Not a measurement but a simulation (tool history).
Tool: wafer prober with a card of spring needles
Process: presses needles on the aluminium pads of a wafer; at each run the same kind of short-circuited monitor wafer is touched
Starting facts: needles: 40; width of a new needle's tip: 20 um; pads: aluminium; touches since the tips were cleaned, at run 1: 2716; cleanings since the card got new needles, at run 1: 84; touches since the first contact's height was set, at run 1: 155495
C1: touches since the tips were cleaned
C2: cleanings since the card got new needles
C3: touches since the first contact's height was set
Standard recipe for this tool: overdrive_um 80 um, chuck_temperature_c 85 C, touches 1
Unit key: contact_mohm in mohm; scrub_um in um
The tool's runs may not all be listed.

run 1 hour=0 | overdrive_um=80 chuck_temperature_c=85 touches=1 | C1=2716 C2=84 C3=155495 | contact_mohm=204 scrub_um=10.76
-- hour=1.7 tips cleaned on abrasive film
-- hour=9.2 tips cleaned on abrasive film
-- hour=16.9 tips cleaned on abrasive film
-- hour=25.1 tips cleaned on abrasive film
run 2 hour=28.9 | overdrive_um=80 chuck_temperature_c=85 touches=1 | C1=2043 C2=88 C3=170855 | contact_mohm=202 scrub_um=10.76
-- hour=32.2 tips cleaned on abrasive film
-- hour=39.9 tips cleaned on abrasive film
-- hour=47.5 tips cleaned on abrasive film
-- hour=55.3 tips cleaned on abrasive film
run 3 hour=57.9 | overdrive_um=80 chuck_temperature_c=85 touches=1 | C1=1403 C2=92 C3=186311 | contact_mohm=201 scrub_um=10.8
-- hour=62.8 tips cleaned on abrasive film
-- hour=70.5 tips cleaned on abrasive film
-- hour=78.1 tips cleaned on abrasive film
-- hour=78.4 height of the first contact set anew
-- hour=85 tips cleaned on abrasive film
run 4 hour=85 | overdrive_um=80 chuck_temperature_c=85 touches=1 | C1=0 C2=96 C3=3485 | contact_mohm=200 scrub_um=10.77
-- hour=92.8 tips cleaned on abrasive film
-- hour=100.7 tips cleaned on abrasive film
run 5 hour=105.2 | overdrive_um=80 chuck_temperature_c=30 touches=1 | C1=2426 C2=98 C3=14295 | contact_mohm=189 scrub_um=10.78
-- hour=108.3 tips cleaned on abrasive film
-- hour=116.2 tips cleaned on abrasive film
-- hour=124.1 tips cleaned on abrasive film
run 6 hour=126.8 | overdrive_um=80 chuck_temperature_c=85 touches=1 | C1=1469 C2=101 C3=25789 | contact_mohm=204 scrub_um=10.79
-- hour=131.1 tips cleaned on abrasive film
-- hour=139.2 tips cleaned on abrasive film
run 7 hour=145.4 | overdrive_um=80 chuck_temperature_c=85 touches=1 | C1=3312 C2=103 C3=35716 | contact_mohm=203 scrub_um=10.74
-- hour=147.1 tips cleaned on abrasive film
-- hour=154.9 tips cleaned on abrasive film
run 8 hour=158.4 | overdrive_um=80 chuck_temperature_c=85 touches=1 | C1=1903 C2=105 C3=42644 | contact_mohm=202 scrub_um=10.8
-- hour=162.7 tips cleaned on abrasive film
-- hour=170.6 tips cleaned on abrasive film
run 9 hour=175.5 | overdrive_um=80 chuck_temperature_c=85 touches=1 | C1=2631 C2=107 C3=51739 | contact_mohm=201 scrub_um=10.77
-- hour=178.7 tips cleaned on abrasive film
-- hour=186.8 tips cleaned on abrasive film
-- hour=193.6 tips cleaned on abrasive film
run 10 hour=193.6 | overdrive_um=80 chuck_temperature_c=85 touches=1 | C1=0 C2=110 C3=61364 | contact_mohm=203 scrub_um=10.8
-- hour=201.7 tips cleaned on abrasive film
-- hour=209.4 tips cleaned on abrasive film
run 11 hour=210.2 | overdrive_um=80 chuck_temperature_c=85 touches=1 | C1=435 C2=112 C3=70206 | contact_mohm=201 scrub_um=10.75
-- hour=216.5 tips cleaned on abrasive film
-- hour=224.5 tips cleaned on abrasive film
-- hour=231.8 tips cleaned on abrasive film
run 12 hour=237 | overdrive_um=80 chuck_temperature_c=85 touches=1 | C1=2780 C2=115 C3=84505 | contact_mohm=203 scrub_um=10.78
-- hour=238.7 tips cleaned on abrasive film
-- hour=246.6 tips cleaned on abrasive film
-- hour=254.5 tips cleaned on abrasive film
-- hour=261.1 tips cleaned on abrasive film
run 13 hour=261.4 | overdrive_um=80 chuck_temperature_c=85 touches=1 | C1=179 C2=119 C3=97481 | contact_mohm=203 scrub_um=10.7
-- hour=267.9 tips cleaned on abrasive film
-- hour=276 tips cleaned on abrasive film
-- hour=284 tips cleaned on abrasive film
run 14 hour=284 | overdrive_um=80 chuck_temperature_c=85 touches=1 | C1=34 C2=122 C3=109537 | contact_mohm=200 scrub_um=10.85
-- hour=291.9 tips cleaned on abrasive film
-- hour=300 tips cleaned on abrasive film
-- hour=308.2 tips cleaned on abrasive film
run 15 hour=311.7 | overdrive_um=80 chuck_temperature_c=40 touches=1 | C1=1913 C2=125 C3=124326 | contact_mohm=195 scrub_um=10.83
-- hour=314.9 tips cleaned on abrasive film
-- hour=322.7 tips cleaned on abrasive film
run 16 hour=329 | overdrive_um=79 chuck_temperature_c=88 touches=1 | C1=3416 C2=127 C3=133541 | contact_mohm=203 scrub_um=10.7
-- hour=330.7 tips cleaned on abrasive film
-- hour=338.9 tips cleaned on abrasive film
run 17 hour=343.9 | overdrive_um=79 chuck_temperature_c=88 touches=1 | C1=2732 C2=129 C3=141484 | contact_mohm=205 scrub_um=10.71
-- hour=345.6 tips cleaned on abrasive film
-- hour=353.6 tips cleaned on abrasive film
run 18 hour=358.2 | overdrive_um=100 chuck_temperature_c=27 touches=1 | C1=2441 C2=131 C3=149071 | contact_mohm=189 scrub_um=13.61
-- hour=361.4 tips cleaned on abrasive film
-- hour=369.3 tips cleaned on abrasive film
-- hour=375.8 tips cleaned on abrasive film
run 19 hour=379.7 | overdrive_um=95 chuck_temperature_c=85 touches=2 | C1=2107 C2=134 C3=160532 | contact_mohm=205 scrub_um=12.79
-- hour=383 tips cleaned on abrasive film
-- hour=389.9 tips cleaned on abrasive film
-- hour=397.6 tips cleaned on abrasive film
run 20 hour=397.6 | overdrive_um=71 chuck_temperature_c=60 touches=2 | C1=0 C2=137 C3=170028 | contact_mohm=199 scrub_um=9.62
-- hour=405.7 tips cleaned on abrasive film
run 21 hour=411 | overdrive_um=71 chuck_temperature_c=60 touches=2 | C1=2868 C2=138 C3=177236 | contact_mohm=198 scrub_um=9.64
-- hour=412.6 tips cleaned on abrasive film
-- hour=420.4 tips cleaned on abrasive film
-- hour=428.5 tips cleaned on abrasive film
-- hour=435.8 tips cleaned on abrasive film
run 22 hour=435.8 | overdrive_um=71 chuck_temperature_c=60 touches=2 | C1=0 C2=142 C3=190391 | contact_mohm=196 scrub_um=9.75
-- hour=443.8 tips cleaned on abrasive film
-- hour=448.7 height of the first contact set anew
-- hour=452 tips cleaned on abrasive film
run 23 hour=457.6 | overdrive_um=75 chuck_temperature_c=32 touches=2 | C1=2994 C2=144 C3=4731 | contact_mohm=192 scrub_um=10.18
-- hour=459.3 tips cleaned on abrasive film
-- hour=467.2 tips cleaned on abrasive film
-- hour=475.4 tips cleaned on abrasive film
run 24 hour=481.5 | overdrive_um=63 chuck_temperature_c=30 touches=2 | C1=3279 C2=147 C3=17465 | contact_mohm=192 scrub_um=8.57
-- hour=483.3 tips cleaned on abrasive film
-- hour=491.3 tips cleaned on abrasive film
run 25 hour=497.6 | overdrive_um=80 chuck_temperature_c=76 touches=1 | C1=3393 C2=149 C3=26047 | contact_mohm=198 scrub_um=10.81
-- hour=499.3 tips cleaned on abrasive film
-- hour=507.4 tips cleaned on abrasive film
-- hour=515.5 tips cleaned on abrasive film
run 26 hour=518.7 | overdrive_um=70 chuck_temperature_c=85 touches=1 | C1=1754 C2=152 C3=37300 | contact_mohm=203 scrub_um=9.55
-- hour=523.6 tips cleaned on abrasive film
-- hour=531.5 tips cleaned on abrasive film
-- hour=539.4 tips cleaned on abrasive film
run 27 hour=540.1 | overdrive_um=70 chuck_temperature_c=85 touches=1 | C1=371 C2=155 C3=48672 | contact_mohm=206 scrub_um=9.6
-- hour=546.1 tips cleaned on abrasive film
-- hour=554.2 tips cleaned on abrasive film
-- hour=562.3 tips cleaned on abrasive film
run 28 hour=567.5 | overdrive_um=69 chuck_temperature_c=42 touches=2 | C1=2791 C2=158 C3=63318 | contact_mohm=195 scrub_um=9.47
-- hour=569.1 tips cleaned on abrasive film
-- hour=576.9 tips cleaned on abrasive film
-- hour=584.8 tips cleaned on abrasive film
-- hour=592.9 tips cleaned on abrasive film
run 29 hour=594.5 | overdrive_um=69 chuck_temperature_c=42 touches=2 | C1=835 C2=162 C3=77671 | contact_mohm=191 scrub_um=9.42

Consider 4 possible next runs. They are alternatives, not a sequence: every one starts from the tool as it was left by run 29. What does each give?
-- hour=600.9 tips cleaned on abrasive film
run A hour=607.2 | overdrive_um=61 chuck_temperature_c=33 touches=1 | C1=3412 C2=163 C3=84482 | contact_mohm=? scrub_um=?
-- hour=600.9 tips cleaned on abrasive film
run B hour=607.2 | overdrive_um=80 chuck_temperature_c=85 touches=2 | C1=3412 C2=163 C3=84482 | contact_mohm=? scrub_um=?
-- hour=600.9 tips cleaned on abrasive film
run C hour=607.2 | overdrive_um=68 chuck_temperature_c=42 touches=2 | C1=3412 C2=163 C3=84482 | contact_mohm=? scrub_um=?
-- hour=600.9 tips cleaned on abrasive film
run D hour=607.2 | overdrive_um=83 chuck_temperature_c=44 touches=2 | C1=3412 C2=163 C3=84482 | contact_mohm=? scrub_um=?

run=A contact_mohm=192 scrub_um=8.31
run=B contact_mohm=204 scrub_um=11.03
run=C contact_mohm=193 scrub_um=9.31
run=D contact_mohm=195 scrub_um=11.34
Without the tool's unlogged condition, the same runs would have read:
run=A contact_mohm=191 scrub_um=8.14
run=B contact_mohm=204 scrub_um=10.8
run=C contact_mohm=192 scrub_um=9.11
run=D contact_mohm=194 scrub_um=11.1

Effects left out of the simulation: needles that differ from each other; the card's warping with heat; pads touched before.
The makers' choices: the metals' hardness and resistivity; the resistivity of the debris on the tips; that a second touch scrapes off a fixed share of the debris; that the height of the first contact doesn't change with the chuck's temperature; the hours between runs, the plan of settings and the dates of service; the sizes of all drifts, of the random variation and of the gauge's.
